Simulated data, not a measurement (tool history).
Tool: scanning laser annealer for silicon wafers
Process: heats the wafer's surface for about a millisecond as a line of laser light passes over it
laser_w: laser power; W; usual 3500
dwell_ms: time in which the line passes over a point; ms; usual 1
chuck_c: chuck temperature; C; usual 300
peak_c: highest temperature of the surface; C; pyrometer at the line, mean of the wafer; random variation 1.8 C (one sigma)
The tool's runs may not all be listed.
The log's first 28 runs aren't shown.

run	hour	laser_w	dwell_ms	chuck_c	hours of work since the window was cleaned	hours of work since the power meter was calibrated	hours of work since the optics were aligned	peak_c
29	1100.2	3473	0.9	281	173	750	331	993
30	1125.7	3081	1	300	186	763	344	952
31	1176	3081	1	300	212	789	370	953
32	1217.9	3500	0.77	300	233	810	391	971
33	1269.5	3725	1.09	297	259	837	418	1140
34	1301.4	3725	1.09	297	276	853	434	1141
35	1339.2	3298	0.91	291	295	873	453	966
36	1388	3716	0.82	288	320	897	478	1029
37	1441.9	3197	1.22	300	348	925	506	1043
38	1486.7	3197	1.22	300	371	948	529	1040
39	1512.3	3448	1.04	300	384	961	542	1052
40	1549.6	3500	0.76	295	403	980	561	962
41	1579.9	3660	0.82	299	418	996	576	1027

Forecast each of these 3 alternatives for the next run:
A	1603.8	3131	1	292	430	1008	589	?
B	1603.8	3500	1	317	430	1008	589	?
C	1603.8	3660	0.73	296	430	1008	589	?

run	peak_c
A	953
B	1072
C	984
Without the tool's hidden state the same runs would have given:
run	peak_c
A	954
B	1072
C	985

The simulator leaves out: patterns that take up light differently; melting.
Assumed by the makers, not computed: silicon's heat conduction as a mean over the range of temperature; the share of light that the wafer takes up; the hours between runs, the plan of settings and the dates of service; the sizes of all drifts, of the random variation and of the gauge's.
